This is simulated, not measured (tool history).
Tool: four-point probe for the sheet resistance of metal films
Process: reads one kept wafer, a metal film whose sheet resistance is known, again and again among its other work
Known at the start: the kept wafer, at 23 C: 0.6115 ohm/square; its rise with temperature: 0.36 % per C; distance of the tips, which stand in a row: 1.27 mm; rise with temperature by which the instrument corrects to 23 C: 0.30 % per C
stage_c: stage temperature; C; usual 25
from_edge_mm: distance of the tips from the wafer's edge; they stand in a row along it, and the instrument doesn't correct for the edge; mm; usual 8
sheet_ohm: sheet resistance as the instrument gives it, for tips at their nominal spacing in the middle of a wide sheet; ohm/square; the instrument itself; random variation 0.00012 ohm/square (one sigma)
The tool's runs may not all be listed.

run	hour	stage_c	from_edge_mm	sheet_ohm
1	0	25	8	0.620288
2	21.1	25	8	0.620377
3	35.2	25	8	0.620356
4	63	25	8	0.62044
5	86.6	25	8	0.620358
6	104.4	25	8	0.62041
7	134.1	25	8	0.620252
8	163.5	25	8	0.620213
9	183.9	21	8	0.618974
10	197	21	8	0.618847
11	215.6	21	8	0.618726
# hour 224.9: stage's thermometer calibrated
12	238.9	21	8	0.618211
13	254.3	21	43	0.610162
14	267.3	26	48	0.611628

The next listed run, before its measurement:
15	281.6	30	31	?

{"run 15": {"sheet_ohm": 0.61352}}
Without the tool's hidden state the same run would have given sheet_ohm 0.614543 ohm/square.

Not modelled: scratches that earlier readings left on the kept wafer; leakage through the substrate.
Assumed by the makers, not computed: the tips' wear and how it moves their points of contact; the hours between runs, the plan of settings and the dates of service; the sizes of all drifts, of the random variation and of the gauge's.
